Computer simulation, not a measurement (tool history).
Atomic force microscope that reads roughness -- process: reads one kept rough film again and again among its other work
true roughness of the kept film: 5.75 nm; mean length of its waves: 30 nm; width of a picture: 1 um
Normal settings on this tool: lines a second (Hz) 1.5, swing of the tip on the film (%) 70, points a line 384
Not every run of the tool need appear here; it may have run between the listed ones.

| run | hour | lines a second (Hz) | swing of the tip on the film (%) | points a line | roughness of the kept film (nm (root mean square)) |
|---|---|---|---|---|---|
| 1 | 0 | 1.5 | 70 | 384 | 4.608 |
| 2 | 26.7 | 1.5 | 70 | 384 | 4.646 |
| 3 | 63 | 1.5 | 70 | 384 | 4.612 |
| 4 | 94.4 | 1.5 | 70 | 288 | 4.577 |
|  | 111.3 | new tip fitted |
| 5 | 123.7 | 1.5 | 70 | 288 | 4.606 |
| 6 | 154.1 | 1.5 | 70 | 288 | 4.6 |
| 7 | 196.6 | 1.5 | 70 | 288 | 4.565 |
| 8 | 227 | 1.5 | 70 | 384 | 4.601 |
| 9 | 269.8 | 1.5 | 70 | 384 | 4.618 |
| 10 | 298.8 | 1.5 | 61 | 384 | 4.685 |
| 11 | 339.6 | 0.93 | 61 | 384 | 4.709 |
|  | 346.4 | new tip fitted |
| 12 | 386 | 0.93 | 61 | 384 | 4.754 |
| 13 | 424.6 | 0.93 | 61 | 384 | 4.748 |
| 14 | 453.1 | 0.93 | 61 | 384 | 4.742 |
| 15 | 488.9 | 0.93 | 61 | 384 | 4.754 |
| 16 | 527.5 | 0.93 | 61 | 384 | 4.756 |
| 17 | 550.3 | 0.93 | 61 | 384 | 4.732 |
| 18 | 569.5 | 0.93 | 61 | 384 | 4.748 |
|  | 582.8 | new tip fitted |
| 19 | 599.4 | 0.93 | 61 | 384 | 4.774 |
| 20 | 641.7 | 1.5 | 70 | 313 | 4.582 |
| 21 | 674.9 | 1.5 | 70 | 313 | 4.646 |
| 22 | 703.9 | 1.5 | 70 | 313 | 4.609 |
| 23 | 748.3 | 1.5 | 70 | 313 | 4.593 |
| 24 | 789.5 | 1.5 | 70 | 313 | 4.589 |
|  | 818.3 | new tip fitted |
| 25 | 823.3 | 1.5 | 70 | 313 | 4.609 |
| 26 | 854.8 | 1.5 | 70 | 313 | 4.597 |
|  | 869.4 | height scale calibrated on a step standard |
| 27 | 887 | 1.5 | 70 | 313 | 4.618 |
| 28 | 907.4 | 0.52 | 62 | 986 | 4.822 |
| 29 | 931.7 | 3.8 | 65 | 389 | 4.444 |
| 30 | 950.9 | 1.44 | 74 | 389 | 4.558 |
| 31 | 997.3 | 1.44 | 74 | 389 | 4.562 |
| 32 | 1028.2 | 0.69 | 70 | 384 | 4.71 |
|  | 1054.1 | new tip fitted |
| 33 | 1059.8 | 0.69 | 70 | 384 | 4.736 |
| 34 | 1104.6 | 1.5 | 64 | 384 | 4.679 |
| 35 | 1144 | 2.17 | 70 | 647 | 4.515 |
| 36 | 1181.3 | 2.17 | 70 | 647 | 4.529 |
| 37 | 1215.6 | 2.17 | 70 | 647 | 4.526 |
| 38 | 1250.4 | 2.17 | 70 | 647 | 4.531 |
| 39 | 1277.6 | 1.19 | 70 | 520 | 4.68 |
|  | 1288.5 | new tip fitted |
| 40 | 1321.2 | 1.5 | 63 | 384 | 4.674 |
| 41 | 1355.4 | 2.04 | 80 | 319 | 4.318 |
| 42 | 1396.8 | 2.04 | 80 | 319 | 4.311 |
| 43 | 1427.9 | 2.04 | 80 | 319 | 4.344 |
| 44 | 1468.9 | 2.04 | 80 | 319 | 4.317 |
| 45 | 1488.1 | 2.04 | 80 | 319 | 4.307 |
| 46 | 1520.3 | 0.58 | 62 | 384 | 4.756 |
|  | 1525.1 | new tip fitted |
| 47 | 1567 | 0.61 | 70 | 476 | 4.779 |
| 48 | 1594.9 | 0.93 | 81 | 591 | 4.584 |
| 49 | 1620.9 | 0.93 | 81 | 591 | 4.609 |
| 50 | 1667.9 | 0.93 | 85 | 591 | 4.557 |
| 51 | 1695.4 | 0.7 | 85 | 591 | 4.629 |
| 52 | 1715.8 | 0.56 | 78 | 384 | 4.68 |
|  | 1761 | new tip fitted |
| 53 | 1762.1 | 1.62 | 81 | 674 | 4.446 |

Run by run, hidden condition taken away, random variation retained:
What the log doesn't record here: radius of the tip, nm; height scale over the true one, %; drift of the gauge itself on roughness_nm, %.
| run | roughness of the kept film (nm (root mean square)) |
|---|---|
| 1 | 4.62 |
| 2 | 4.661 |
| 3 | 4.629 |
| 4 | 4.597 |
| 5 | 4.607 |
| 6 | 4.604 |
| 7 | 4.573 |
| 8 | 4.612 |
| 9 | 4.633 |
| 10 | 4.703 |
| 11 | 4.731 |
| 12 | 4.759 |
| 13 | 4.757 |
| 14 | 4.754 |
| 15 | 4.769 |
| 16 | 4.775 |
| 17 | 4.753 |
| 18 | 4.771 |
| 19 | 4.776 |
| 20 | 4.589 |
| 21 | 4.656 |
| 22 | 4.622 |
| 23 | 4.611 |
| 24 | 4.61 |
| 25 | 4.611 |
| 26 | 4.602 |
| 27 | 4.624 |
| 28 | 4.831 |
| 29 | 4.454 |
| 30 | 4.571 |
| 31 | 4.579 |
| 32 | 4.731 |
| 33 | 4.737 |
| 34 | 4.685 |
| 35 | 4.524 |
| 36 | 4.541 |
| 37 | 4.542 |
| 38 | 4.55 |
| 39 | 4.702 |
| 40 | 4.678 |
| 41 | 4.324 |
| 42 | 4.32 |
| 43 | 4.357 |
| 44 | 4.333 |
| 45 | 4.325 |
| 46 | 4.779 |
| 47 | 4.784 |
| 48 | 4.591 |
| 49 | 4.619 |
| 50 | 4.571 |
| 51 | 4.645 |
| 52 | 4.698 |
| 53 | 4.446 |
